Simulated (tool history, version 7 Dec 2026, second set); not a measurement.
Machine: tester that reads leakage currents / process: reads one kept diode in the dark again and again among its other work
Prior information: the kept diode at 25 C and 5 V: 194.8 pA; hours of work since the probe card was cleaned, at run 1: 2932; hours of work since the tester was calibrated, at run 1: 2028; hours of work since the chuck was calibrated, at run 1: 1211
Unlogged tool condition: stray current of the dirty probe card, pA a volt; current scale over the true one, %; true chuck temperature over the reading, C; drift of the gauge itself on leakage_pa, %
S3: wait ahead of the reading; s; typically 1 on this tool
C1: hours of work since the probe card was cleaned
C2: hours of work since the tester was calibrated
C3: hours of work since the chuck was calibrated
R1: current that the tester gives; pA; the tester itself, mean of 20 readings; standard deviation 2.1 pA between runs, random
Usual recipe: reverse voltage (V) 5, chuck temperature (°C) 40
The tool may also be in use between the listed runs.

run 1 hour=0 | reverse_voltage_(V)=5 chuck_temperature_(°C)=40 S3=1 | C1=2932 C2=2028 C3=1211 | R1=746.58
-- hour=38.3 probe card cleaned and baked
run 2 hour=77.8 | reverse_voltage_(V)=5 chuck_temperature_(°C)=40 S3=1 | C1=28 C2=2081 C3=1264 | R1=756.29
run 3 hour=180.7 | reverse_voltage_(V)=5 chuck_temperature_(°C)=40 S3=1 | C1=101 C2=2154 C3=1337 | R1=757.27
run 4 hour=245.4 | reverse_voltage_(V)=1.98 chuck_temperature_(°C)=40 S3=1 | C1=147 C2=2200 C3=1383 | R1=483.06
run 5 hour=305.4 | reverse_voltage_(V)=5 chuck_temperature_(°C)=51 S3=1 | C1=190 C2=2243 C3=1425 | R1=1754.78
run 6 hour=363.5 | reverse_voltage_(V)=5 chuck_temperature_(°C)=51 S3=1 | C1=231 C2=2284 C3=1466 | R1=1757.09
run 7 hour=427.9 | reverse_voltage_(V)=16.24 chuck_temperature_(°C)=40 S3=2.15 | C1=276 C2=2330 C3=1512 | R1=1366.73
-- hour=464.1 chuck's temperature calibrated
run 8 hour=481.9 | reverse_voltage_(V)=16.24 chuck_temperature_(°C)=40 S3=2.15 | C1=313 C2=2367 C3=13 | R1=1272.77
-- hour=510.9 probe card cleaned and baked, once more
run 9 hour=572.6 | reverse_voltage_(V)=5 chuck_temperature_(°C)=40 S3=2.52 | C1=44 C2=2429 C3=75 | R1=704.11
run 10 hour=641.3 | reverse_voltage_(V)=16.03 chuck_temperature_(°C)=42 S3=0.7 | C1=93 C2=2478 C3=124 | R1=1456.01
run 11 hour=713.7 | reverse_voltage_(V)=16.03 chuck_temperature_(°C)=45 S3=0.7 | C1=144 C2=2529 C3=175 | R1=1842.47

Branching from run 11: 5 alternative next runs. What would each branch give?
run A hour=807.4 | reverse_voltage_(V)=9.42 chuck_temperature_(°C)=56 S3=0.39 | C1=210 C2=2596 C3=242 | R1=?
run B hour=807.4 | reverse_voltage_(V)=5 chuck_temperature_(°C)=27 S3=1 | C1=210 C2=2596 C3=242 | R1=?
run C hour=807.4 | reverse_voltage_(V)=1.03 chuck_temperature_(°C)=24 S3=0.7 | C1=210 C2=2596 C3=242 | R1=?
run D hour=807.4 | reverse_voltage_(V)=6.53 chuck_temperature_(°C)=45 S3=4.19 | C1=210 C2=2596 C3=242 | R1=?
run E hour=807.4 | reverse_voltage_(V)=4.93 chuck_temperature_(°C)=25 S3=1.58 | C1=210 C2=2596 C3=242 | R1=?

run=A R1=3250.62
run=B R1=241.51
run=C R1=86.98
run=D R1=1207.12
run=E R1=202.23
With the hidden condition removed and each run's random variation left untouched, the same runs would have given:
run=A R1=3142.86
run=B R1=231.89
run=C R1=83.55
run=D R1=1164.73
run=E R1=194.02

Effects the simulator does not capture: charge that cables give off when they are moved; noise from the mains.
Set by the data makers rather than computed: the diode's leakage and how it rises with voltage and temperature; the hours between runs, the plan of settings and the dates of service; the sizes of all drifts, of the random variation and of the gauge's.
